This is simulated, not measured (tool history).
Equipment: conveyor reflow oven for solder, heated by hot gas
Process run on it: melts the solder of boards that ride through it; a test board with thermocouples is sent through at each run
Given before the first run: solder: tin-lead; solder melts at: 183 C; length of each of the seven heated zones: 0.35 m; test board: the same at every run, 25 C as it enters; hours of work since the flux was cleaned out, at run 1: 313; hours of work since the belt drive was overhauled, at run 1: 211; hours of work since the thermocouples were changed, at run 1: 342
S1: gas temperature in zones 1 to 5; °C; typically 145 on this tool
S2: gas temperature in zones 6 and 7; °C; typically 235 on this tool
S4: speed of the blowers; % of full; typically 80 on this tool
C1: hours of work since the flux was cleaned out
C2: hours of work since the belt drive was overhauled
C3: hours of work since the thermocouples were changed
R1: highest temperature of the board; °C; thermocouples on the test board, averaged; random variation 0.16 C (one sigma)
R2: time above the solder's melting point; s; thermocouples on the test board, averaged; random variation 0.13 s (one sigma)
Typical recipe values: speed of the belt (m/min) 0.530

Run 1, hour 0.0: usual settings; C1 313; C2 211; C3 342. Result: R1 220.3 °C, R2 64.2 s.
At hour 23.6: flux residue cleaned out of gas plates and filters.
Run 2, hour 26.8: usual settings but S1 131 °C; C1 3; C2 228; C3 359. Result: R1 217.8 °C, R2 57.2 s.
Run 3, hour 61.0: usual settings but S1 131 °C; C1 29; C2 254; C3 385. Result: R1 217.9 °C, R2 57.4 s.
Run 4, hour 91.8: usual settings but S1 131 °C, S4 81 % of full; C1 53; C2 278; C3 409. Result: R1 218.0 °C, R2 57.6 s.
Run 5, hour 130.7: usual settings but S1 131 °C, S4 81 % of full; C1 82; C2 308; C3 438. Result: R1 218.1 °C, R2 57.7 s.
Run 6, hour 173.2: usual settings but S1 131 °C, S4 81 % of full; C1 115; C2 340; C3 471. Result: R1 218.3 °C, R2 57.6 s.
Run 7, hour 214.0: usual settings but speed of the belt (m/min) 0.483; C1 147; C2 372; C3 503. Result: R1 222.7 °C, R2 73.0 s.
Run 8, hour 245.8: usual settings; C1 171; C2 396; C3 527. Result: R1 220.0 °C, R2 64.4 s.
Run 9, hour 274.0: usual settings but S2 241 °C; C1 193; C2 418; C3 549. Result: R1 225.5 °C, R2 67.7 s.
Run 10, hour 302.4: usual settings; C1 215; C2 440; C3 571. Result: R1 220.3 °C, R2 64.3 s.
Run 11, hour 341.0: usual settings; C1 244; C2 469; C3 600. Result: R1 220.2 °C, R2 64.3 s.
Run 12, hour 374.3: usual settings but S4 55 % of full; C1 270; C2 495; C3 626. Result: R1 215.7 °C, R2 59.8 s.
At hour 381.0: thermocouples of zones 6 and 7 changed.
Run 13, hour 400.8: usual settings but S1 134 °C; C1 289; C2 514; C3 15. Result: R1 218.1 °C, R2 58.8 s.
Run 14, hour 423.7: usual settings but S1 134 °C; C1 306; C2 532; C3 33. Result: R1 218.6 °C, R2 58.8 s.
At hour 454.3: flux residue cleaned out of gas plates and filters.
Run 15, hour 457.4: usual settings but S1 134 °C; C1 2; C2 554; C3 55. Result: R1 218.4 °C, R2 58.9 s.
Run 16, hour 475.2: usual settings but S4 78 % of full; C1 16; C2 567; C3 69. Result: R1 220.1 °C, R2 64.2 s.
Run 17, hour 495.6: usual settings but S1 135 °C, S2 226 °C, speed of the belt (m/min) 0.421, S4 62 % of full; C1 32; C2 583; C3 84. Result: R1 214.6 °C, R2 72.0 s.
Run 18, hour 523.7: usual settings but S2 241 °C, speed of the belt (m/min) 0.575; C1 53; C2 605; C3 106. Result: R1 222.8 °C, R2 60.6 s.
Run 19, hour 547.8: usual settings but S2 241 °C, speed of the belt (m/min) 0.600, S4 88 % of full; C1 72; C2 623; C3 124. Result: R1 222.8 °C, R2 57.9 s.
Run 20, hour 578.0: usual settings but S2 237 °C, speed of the belt (m/min) 0.433; C1 95; C2 646; C3 148. Result: R1 227.0 °C, R2 85.0 s.

Estimate the outcome of run 21 from the log above:
Run 21, hour 606.2: usual settings but S1 144 °C, S2 242 °C, speed of the belt (m/min) 0.593; C1 117; C2 668; C3 169. Result: R1 ?, R2 ?.

R1: 222.7 °C
R2: 57.8 s
With the hidden condition absent and the run-to-run variation left alone, this run would have shown R1 222.7 °C, R2 57.8 s.
